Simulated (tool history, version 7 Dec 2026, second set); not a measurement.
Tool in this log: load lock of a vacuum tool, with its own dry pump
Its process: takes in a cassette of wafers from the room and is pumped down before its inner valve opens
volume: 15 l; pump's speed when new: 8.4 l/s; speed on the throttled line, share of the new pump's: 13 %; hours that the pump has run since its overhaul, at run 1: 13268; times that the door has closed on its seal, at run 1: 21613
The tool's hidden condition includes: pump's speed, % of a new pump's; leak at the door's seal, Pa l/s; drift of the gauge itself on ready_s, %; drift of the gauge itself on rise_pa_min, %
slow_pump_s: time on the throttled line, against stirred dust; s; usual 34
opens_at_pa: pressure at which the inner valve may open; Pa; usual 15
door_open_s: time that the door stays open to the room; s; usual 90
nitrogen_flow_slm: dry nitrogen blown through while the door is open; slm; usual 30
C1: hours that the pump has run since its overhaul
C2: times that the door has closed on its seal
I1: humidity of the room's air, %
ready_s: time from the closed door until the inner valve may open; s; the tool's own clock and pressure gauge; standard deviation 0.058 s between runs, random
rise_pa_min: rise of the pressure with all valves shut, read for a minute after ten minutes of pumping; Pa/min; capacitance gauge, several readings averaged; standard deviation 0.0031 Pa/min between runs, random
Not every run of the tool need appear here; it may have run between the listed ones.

Run 1, day 0: usual settings; C1 13268; C2 21613; I1 46.5. Result: ready_s 45.41 s, rise_pa_min 0.076 Pa/min.
Run 2, day 10.562: usual settings; C1 13521; C2 22579; I1 46.2. Result: ready_s 45.52 s, rise_pa_min 0.078 Pa/min.
Run 3, day 26.025: usual settings; C1 13893; C2 23994; I1 40. Result: ready_s 45.59 s, rise_pa_min 0.067 Pa/min.
Run 4, day 34.662: usual settings but door_open_s 172 s; C1 14100; C2 24784; I1 42.7. Result: ready_s 45.47 s, rise_pa_min 0.103 Pa/min.
Run 5, day 45.658: usual settings but door_open_s 172 s; C1 14364; C2 25790; I1 45.7. Result: ready_s 45.49 s, rise_pa_min 0.106 Pa/min.
At day 47.829: door's seal changed, seat wiped.
Run 6, day 55.762: usual settings; C1 14605; C2 726; I1 46.7. Result: ready_s 45.44 s, rise_pa_min 0.078 Pa/min.
Run 7, day 65.896: usual settings; C1 14848; C2 1653; I1 44.8. Result: ready_s 45.51 s, rise_pa_min 0.079 Pa/min.
Run 8, day 85.008: usual settings; C1 15307; C2 3401; I1 42.6. Result: ready_s 45.55 s, rise_pa_min 0.069 Pa/min.
Run 9, day 93.129: usual settings; C1 15501; C2 4144; I1 41.7. Result: ready_s 45.52 s, rise_pa_min 0.067 Pa/min.
Run 10, day 102.533: usual settings; C1 15727; C2 5004; I1 44.5. Result: ready_s 45.39 s, rise_pa_min 0.069 Pa/min.
Run 11, day 111.862: usual settings; C1 15951; C2 5857; I1 44.5. Result: ready_s 45.49 s, rise_pa_min 0.075 Pa/min.
Run 12, day 122.475: usual settings but nitrogen_flow_slm 42 slm; C1 16206; C2 6828; I1 44.1. Result: ready_s 45.5 s, rise_pa_min 0.062 Pa/min.
Run 13, day 131.167: usual settings but door_open_s 34 s; C1 16414; C2 7623; I1 44.7. Result: ready_s 45.46 s, rise_pa_min 0.047 Pa/min.
Run 14, day 146.712: usual settings but door_open_s 34 s; C1 16788; C2 9046; I1 48.2. Result: ready_s 45.42 s, rise_pa_min 0.05 Pa/min.
Run 15, day 154.579: usual settings but door_open_s 34 s; C1 16976; C2 9765; I1 40.9. Result: ready_s 45.37 s, rise_pa_min 0.044 Pa/min.
Run 16, day 169.692: usual settings but door_open_s 34 s, nitrogen_flow_slm 6 slm; C1 17339; C2 11148; I1 47.4. Result: ready_s 45.54 s, rise_pa_min 0.067 Pa/min.
Run 17, day 178.788: usual settings but door_open_s 34 s, nitrogen_flow_slm 6 slm; C1 17557; C2 11980; I1 42. Result: ready_s 45.46 s, rise_pa_min 0.069 Pa/min.
Run 18, day 197.771: usual settings but opens_at_pa 12 Pa, door_open_s 189 s, nitrogen_flow_slm 6 slm; C1 18013; C2 13716; I1 43.4. Result: ready_s 45.9 s, rise_pa_min 0.162 Pa/min.
Run 19, day 207.304: usual settings but opens_at_pa 12 Pa, door_open_s 189 s, nitrogen_flow_slm 6 slm; C1 18242; C2 14588; I1 46.1. Result: ready_s 45.79 s, rise_pa_min 0.171 Pa/min.

Estimate the outcome of run 20 from the log above:
Run 20, day 222.762: usual settings but slow_pump_s 23 s, opens_at_pa 12 Pa, door_open_s 138 s, nitrogen_flow_slm 6 slm; C1 18613; C2 16003; I1 46.6. Result: ready_s ?, rise_pa_min ?.

{"run 20": {"ready_s": 36.33, "rise_pa_min": 0.15}}
Without the tool's hidden state the same run would have given ready_s 36.33 s, rise_pa_min 0.15 Pa/min.

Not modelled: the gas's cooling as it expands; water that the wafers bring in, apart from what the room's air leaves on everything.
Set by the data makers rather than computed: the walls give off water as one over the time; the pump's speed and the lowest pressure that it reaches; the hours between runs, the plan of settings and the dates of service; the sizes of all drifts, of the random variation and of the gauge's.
